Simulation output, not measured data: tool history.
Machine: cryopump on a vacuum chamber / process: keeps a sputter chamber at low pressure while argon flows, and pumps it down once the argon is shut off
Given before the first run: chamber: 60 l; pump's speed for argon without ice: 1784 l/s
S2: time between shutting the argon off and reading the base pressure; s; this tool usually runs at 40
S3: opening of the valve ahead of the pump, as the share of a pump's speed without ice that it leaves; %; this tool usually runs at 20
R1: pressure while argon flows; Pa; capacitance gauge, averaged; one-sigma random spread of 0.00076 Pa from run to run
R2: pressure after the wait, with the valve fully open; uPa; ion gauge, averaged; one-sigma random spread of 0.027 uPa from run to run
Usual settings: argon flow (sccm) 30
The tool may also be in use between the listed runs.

run 1 hour=0 | argon_flow_(sccm)=30 S2=40 S3=20 | R1=0.1467 R2=1.5
run 2 hour=7.3 | argon_flow_(sccm)=30 S2=40 S3=20 | R1=0.1457 R2=1.47
run 3 hour=17.7 | argon_flow_(sccm)=30 S2=40 S3=20 | R1=0.1469 R2=1.44
run 4 hour=27.6 | argon_flow_(sccm)=30 S2=40 S3=20 | R1=0.148 R2=1.5
run 5 hour=35.2 | argon_flow_(sccm)=30 S2=40 S3=20 | R1=0.1468 R2=1.44
run 6 hour=47 | argon_flow_(sccm)=30 S2=40 S3=20 | R1=0.1461 R2=1.48
run 7 hour=53.8 | argon_flow_(sccm)=30 S2=40 S3=20 | R1=0.1456 R2=1.5
run 8 hour=61.2 | argon_flow_(sccm)=30 S2=40 S3=23 | R1=0.1283 R2=1.45
run 9 hour=75.2 | argon_flow_(sccm)=30 S2=40 S3=23 | R1=0.1285 R2=1.53
run 10 hour=82.6 | argon_flow_(sccm)=30 S2=40 S3=23 | R1=0.1288 R2=1.48
run 11 hour=94.3 | argon_flow_(sccm)=30 S2=40 S3=23 | R1=0.1284 R2=1.46
run 12 hour=101 | argon_flow_(sccm)=30 S2=36 S3=20 | R1=0.1469 R2=1.59
run 13 hour=108.1 | argon_flow_(sccm)=30 S2=36 S3=20 | R1=0.1462 R2=1.67
run 14 hour=122.3 | argon_flow_(sccm)=30 S2=36 S3=20 | R1=0.147 R2=1.6
run 15 hour=129.8 | argon_flow_(sccm)=30 S2=40 S3=21 | R1=0.1401 R2=1.51
run 16 hour=145.6 | argon_flow_(sccm)=47 S2=239 S3=20 | R1=0.2304 R2=0.61
run 17 hour=155.3 | argon_flow_(sccm)=30 S2=96 S3=20 | R1=0.1489 R2=0.84
run 18 hour=165.8 | argon_flow_(sccm)=30 S2=96 S3=20 | R1=0.1472 R2=0.93
run 19 hour=175.7 | argon_flow_(sccm)=30 S2=96 S3=20 | R1=0.1475 R2=0.89
run 20 hour=182 | argon_flow_(sccm)=30 S2=40 S3=19 | R1=0.1562 R2=1.5
run 21 hour=191 | argon_flow_(sccm)=30 S2=40 S3=19 | R1=0.1537 R2=1.47
run 22 hour=202.4 | argon_flow_(sccm)=30 S2=40 S3=19 | R1=0.1566 R2=1.53
run 23 hour=214 | argon_flow_(sccm)=34 S2=22 S3=20 | R1=0.1688 R2=2.34
run 24 hour=224.7 | argon_flow_(sccm)=16 S2=210 S3=59 | R1=0.0289 R2=0.67
run 25 hour=238 | argon_flow_(sccm)=15 S2=48 S3=29 | R1=0.0522 R2=1.33
run 26 hour=250.5 | argon_flow_(sccm)=15 S2=48 S3=29 | R1=0.0527 R2=1.35
run 27 hour=259.9 | argon_flow_(sccm)=49 S2=48 S3=29 | R1=0.1702 R2=1.37
run 28 hour=272.7 | argon_flow_(sccm)=49 S2=48 S3=29 | R1=0.1704 R2=1.31

Alternative continuations, all from the tool just after run 28; predict every row:
run A hour=279.1 | argon_flow_(sccm)=16 S2=158 S3=29 | R1=? R2=?
run B hour=279.1 | argon_flow_(sccm)=57 S2=48 S3=59 | R1=? R2=?
run C hour=279.1 | argon_flow_(sccm)=30 S2=107 S3=36 | R1=? R2=?
run D hour=279.1 | argon_flow_(sccm)=40 S2=40 S3=39 | R1=? R2=?

run=A R1=0.0559 R2=0.73
run=B R1=0.1032 R2=1.35
run=C R1=0.0855 R2=0.84
run=D R1=0.1054 R2=1.53
Without the tool's hidden state the same runs would have given:
run=A R1=0.0525 R2=0.42
run=B R1=0.0912 R2=1.05
run=C R1=0.0791 R2=0.54
run=D R1=0.097 R2=1.23
